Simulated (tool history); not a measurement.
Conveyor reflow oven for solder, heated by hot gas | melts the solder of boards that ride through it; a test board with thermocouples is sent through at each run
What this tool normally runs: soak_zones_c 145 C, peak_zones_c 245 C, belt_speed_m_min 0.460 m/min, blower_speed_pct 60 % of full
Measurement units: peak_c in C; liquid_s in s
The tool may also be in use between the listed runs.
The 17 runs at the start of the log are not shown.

run,hour,soak_zones_c,peak_zones_c,belt_speed_m_min,blower_speed_pct,hours of work since the flux was cleaned out,hours of work since the belt drive was overhauled,hours of work since the thermocouples were changed,peak_c,liquid_s
18,184.8,155,241,0.506,60,21,593,337,220.3,82.4
19,191.0,155,245,0.402,60,24,597,340,231.3,115.8
20,198.8,155,245,0.402,60,28,601,344,231.7,115.6
21,210.9,145,242,0.501,72,35,607,350,223.7,80.5
22,218.8,145,260,0.460,65,39,611,355,240.1,101.2
23,226.6,145,260,0.460,65,43,616,359,240.1,100.9
24,238.7,145,260,0.460,65,50,622,365,240.6,100.7
25,245.7,145,260,0.460,65,53,626,369,240.5,101.6
26,256.0,145,260,0.460,65,59,631,375,239.7,101.3
27,264.4,145,260,0.460,65,63,636,379,240.1,101.9
28,272.8,145,245,0.438,60,68,640,384,226.2,97.0
29,286.0,145,245,0.438,60,75,647,391,226.3,96.2
30,297.0,145,245,0.438,60,81,653,397,225.8,96.5
31,306.1,148,244,0.438,60,86,658,401,225.8,97.3

Predict each of these 3 candidate next runs independently; none follows another, all start after run 31:
A,317.5,145,245,0.451,60,92,664,408,?,?
B,317.5,145,245,0.543,60,92,664,408,?,?
C,317.5,136,244,0.495,68,92,664,408,?,?

run,peak_c,liquid_s
A,225.6,92.9
B,217.9,69.5
C,222.4,77.3
Without the tool's hidden state the same runs would have given:
run,peak_c,liquid_s
A,225.2,90.7
B,217.5,67.7
C,222.1,75.5
